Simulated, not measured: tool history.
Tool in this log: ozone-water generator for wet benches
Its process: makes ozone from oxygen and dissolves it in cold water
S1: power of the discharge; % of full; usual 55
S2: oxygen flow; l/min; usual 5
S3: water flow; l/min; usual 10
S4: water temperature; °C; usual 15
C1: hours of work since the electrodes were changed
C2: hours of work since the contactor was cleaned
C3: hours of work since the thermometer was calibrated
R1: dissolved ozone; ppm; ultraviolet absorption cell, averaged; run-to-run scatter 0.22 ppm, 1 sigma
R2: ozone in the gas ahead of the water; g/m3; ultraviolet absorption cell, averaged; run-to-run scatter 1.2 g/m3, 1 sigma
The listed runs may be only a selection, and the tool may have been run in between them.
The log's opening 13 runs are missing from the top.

run    hour  S1    S2  S3  S4    C1    C2    C3    R1     R2
 14  1384.8  55     5  10  13  6000  2702  2346  34.1  220.5
 15  1510.1  55     5  10  15  6119  2822  2465    33  220.9
 16  1588.4  55     5  10  15  6194  2896  2539  32.8  220.1
       1631  -- water thermometer calibrated
 17  1679.7  55     5  10  15  6280  2983    46  32.6  224.1
 18  1809.8  43  4.98  10  11  6404  3106   170  29.1  182.9
 19  1919.7  54     5  10   8  6508  3211   275  36.9  217.6
 20  2028.1  40     5  10   8  6612  3314   378  29.4  172.8
 21  2150.8  47     5  10   8  6728  3431   494  33.1  192.9
 22  2287.3  93  4.02  10  15  6858  3561   624    49  362.7
 23  2413.4  97  4.02  10   8  6978  3680   744  56.8  378.1
 24  2497.3  77  2.74  11   7  7058  3760   824  41.3  362.5
 25  2592.9  55     5  10  14  7149  3851   915  33.6  223.2
 26  2722.6  55     5  10  14  7272  3975  1038  33.5  220.8
 27  2788.8  64     5  10  20  7335  4038  1101  33.2  248.2
 28  2918.4  55     5  10  14  7459  4161  1225  33.5  223.5
 29  3063.2  55     5  10  14  7596  4299  1363  33.1  220.5
 30    3176  55  4.43  10  11  7704  4406  1470  34.8  232.8
     3204.1  -- contactor cleaned
 31  3283.3  69  4.43  10  11  7802    75  1568  41.9  278.2
 32  3362.7  69  4.43  10  11  7877   151  1644  41.2  276.5
 33  3432.7  69   5.2  10  11  7944   217  1710  41.8  260.2
 34  3544.8  63     5  13  12  8051   324  1817  31.2  246.3

3 options for the next run, each taken on its own from the tool as it stands now. Forecast them:
  A  3636.1  50     5  13   9  8137  411  1904   ?   ?
  B  3636.1  55     5  10  23  8137  411  1904   ?   ?
  C  3636.1  63  3.41  12  22  8137  411  1904   ?   ?

run    R1     R2
  A  27.9  204.9
  B  27.9  221.2
  C  27.6  285.4
The same runs, with their run-to-run variation unchanged, on a tool lacking any hidden condition would have given:
run    R1     R2
  A    28  205.2
  B  27.9  221.6
  C  27.6    286
